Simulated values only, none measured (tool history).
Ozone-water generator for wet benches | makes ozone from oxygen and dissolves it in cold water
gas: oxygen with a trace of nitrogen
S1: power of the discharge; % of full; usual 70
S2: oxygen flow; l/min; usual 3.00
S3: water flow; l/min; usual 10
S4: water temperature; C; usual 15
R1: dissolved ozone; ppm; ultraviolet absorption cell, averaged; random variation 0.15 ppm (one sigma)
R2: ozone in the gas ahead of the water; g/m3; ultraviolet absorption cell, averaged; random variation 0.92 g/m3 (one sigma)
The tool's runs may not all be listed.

run 1 hour=0.0 | S1=70 S2=3.00 S3=10 S4=15 | R1=19.4 R2=153.1
run 2 hour=27.1 | S1=70 S2=3.00 S3=11 S4=15 | R1=18.0 R2=156.8
run 3 hour=69.0 | S1=70 S2=3.00 S3=11 S4=15 | R1=17.7 R2=153.2
run 4 hour=109.0 | S1=70 S2=3.00 S3=10 S4=15 | R1=19.3 R2=154.9
run 5 hour=157.3 | S1=70 S2=3.00 S3=10 S4=15 | R1=19.2 R2=154.7
run 6 hour=191.7 | S1=70 S2=3.00 S3=10 S4=15 | R1=19.1 R2=154.2
run 7 hour=239.1 | S1=70 S2=3.00 S3=10 S4=15 | R1=19.3 R2=155.0
run 8 hour=269.5 | S1=70 S2=3.00 S3=10 S4=15 | R1=19.2 R2=154.1
run 9 hour=304.1 | S1=70 S2=3.00 S3=10 S4=15 | R1=18.9 R2=155.3
run 10 hour=335.8 | S1=70 S2=3.00 S3=10 S4=15 | R1=18.9 R2=155.2
run 11 hour=384.6 | S1=52 S2=3.00 S3=10 S4=15 | R1=15.1 R2=120.8
run 12 hour=414.9 | S1=52 S2=3.00 S3=10 S4=15 | R1=15.0 R2=121.4
run 13 hour=442.7 | S1=52 S2=3.00 S3=10 S4=15 | R1=15.0 R2=120.1
run 14 hour=484.4 | S1=70 S2=3.00 S3=10 S4=15 | R1=19.1 R2=153.6
run 15 hour=529.5 | S1=70 S2=3.00 S3=10 S4=15 | R1=19.1 R2=154.2
run 16 hour=562.9 | S1=70 S2=3.00 S3=10 S4=15 | R1=19.0 R2=154.2
run 17 hour=587.3 | S1=95 S2=1.77 S3=15 S4=11 | R1=15.1 R2=248.3
run 18 hour=618.8 | S1=49 S2=3.23 S3=13 S4=12 | R1=11.9 R2=110.8
run 19 hour=644.1 | S1=45 S2=3.00 S3=8 S4=19 | R1=14.7 R2=107.5
-- hour=648.6 water thermometer calibrated
run 20 hour=682.4 | S1=70 S2=3.00 S3=7 S4=15 | R1=24.7 R2=154.5
-- hour=721.5 water thermometer calibrated, once more
run 21 hour=727.8 | S1=43 S2=3.00 S3=10 S4=16 | R1=12.6 R2=103.4
run 22 hour=768.1 | S1=69 S2=3.00 S3=6 S4=9 | R1=30.2 R2=152.7
run 23 hour=805.7 | S1=56 S2=1.74 S3=10 S4=15 | R1=14.1 R2=162.1
run 24 hour=832.8 | S1=70 S2=3.00 S3=11 S4=15 | R1=17.7 R2=154.7
run 25 hour=881.5 | S1=70 S2=2.87 S3=11 S4=15 | R1=17.3 R2=155.5
run 26 hour=931.8 | S1=70 S2=2.87 S3=11 S4=15 | R1=17.5 R2=157.0
run 27 hour=967.8 | S1=100 S2=2.87 S3=13 S4=21 | R1=18.6 R2=206.2
run 28 hour=989.7 | S1=100 S2=2.87 S3=13 S4=21 | R1=18.2 R2=206.8
run 29 hour=1012.0 | S1=100 S2=2.87 S3=13 S4=21 | R1=18.4 R2=207.2
run 30 hour=1050.2 | S1=51 S2=2.87 S3=7 S4=21 | R1=17.1 R2=119.8
run 31 hour=1079.6 | S1=51 S2=2.87 S3=7 S4=21 | R1=17.5 R2=120.0
run 32 hour=1123.1 | S1=49 S2=1.89 S3=10 S4=20 | R1=12.3 R2=138.7

Hidden state or all else? Some run-to-run changes of R1, split into what the settings, what came in and random variation would give without the hidden state, and what is left for the hidden state (with any gauge scatter that isn't in both results):
The hidden state here: yield of the discharge, % of new electrodes'; contactor's efficiency, % of a clean one's; true water temperature over the reading, C; drift of the gauge itself on ozone_ppm, %; drift of the gauge itself on gas_g_m3, %.
Run 19 -> 20: S1 45 -> 70, S3 8 -> 7, S4 19 -> 15, water thermometer calibrated. R1 +10.0 ppm: hidden state -0.3, all else +10.3.
Run 20 -> 21: S1 70 -> 43, S3 7 -> 10, S4 15 -> 16, water thermometer calibrated, once more. R1 -12.1 ppm: hidden state +0.3, all else -12.4.
Run 21 -> 22: S1 43 -> 69, S3 10 -> 6, S4 16 -> 9. R1 +17.6 ppm: hidden state -0.3, all else +17.9.
Run 22 -> 23: S1 69 -> 56, S2 3.00 -> 1.74, S3 6 -> 10, S4 9 -> 15. R1 -16.1 ppm: hidden state +0.2, all else -16.3.
